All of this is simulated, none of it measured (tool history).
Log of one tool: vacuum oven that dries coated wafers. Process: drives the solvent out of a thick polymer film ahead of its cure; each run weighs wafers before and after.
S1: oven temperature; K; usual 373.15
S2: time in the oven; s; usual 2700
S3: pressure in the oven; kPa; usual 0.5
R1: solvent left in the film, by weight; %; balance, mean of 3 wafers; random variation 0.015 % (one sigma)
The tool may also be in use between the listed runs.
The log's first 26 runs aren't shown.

run,hour,S1,S2,S3,R1
27,453.6,373.15,1920,0.325,1.67
28,472.6,373.15,2940,0.5,0.71
29,490.4,373.15,2940,0.5,0.7
30,512.6,370.15,2700,0.4,1.34
31,524.4,369.15,2700,0.342,1.54
32,538.8,368.15,2640,0.5,1.93
33,560.1,368.15,2640,0.5,1.93
34,571.2,373.15,3120,0.5,0.63
35,596.2,373.15,3120,0.5,0.63
36,611.9,373.15,3120,0.5,0.61
37,633.3,373.15,3120,0.5,0.66
38,652,373.15,2160,1.151,1.67
39,663.5,374.15,2160,0.299,1.16
40,676.6,379.15,1380,0.546,1.5
41,690.7,381.15,3180,0.587,0.24
42,711.6,366.15,2940,1.253,2.47
43,731.1,365.15,2160,1.215,4
44,753.7,368.15,3540,0.415,1.09

Forecast each of these 5 alternatives for the next run:
A,767.7,370.15,3600,0.415,?
B,767.7,368.15,2700,0.5,?
C,767.7,373.15,2700,0.307,?
D,767.7,372.15,2940,0.803,?
E,767.7,368.15,1740,1.385,?

run,R1
A,0.75
B,1.93
C,0.83
D,1.01
E,4.03
Without the tool's hidden state the same runs would have given:
run,R1
A,0.5
B,1.49
C,0.57
D,0.74
E,3.46
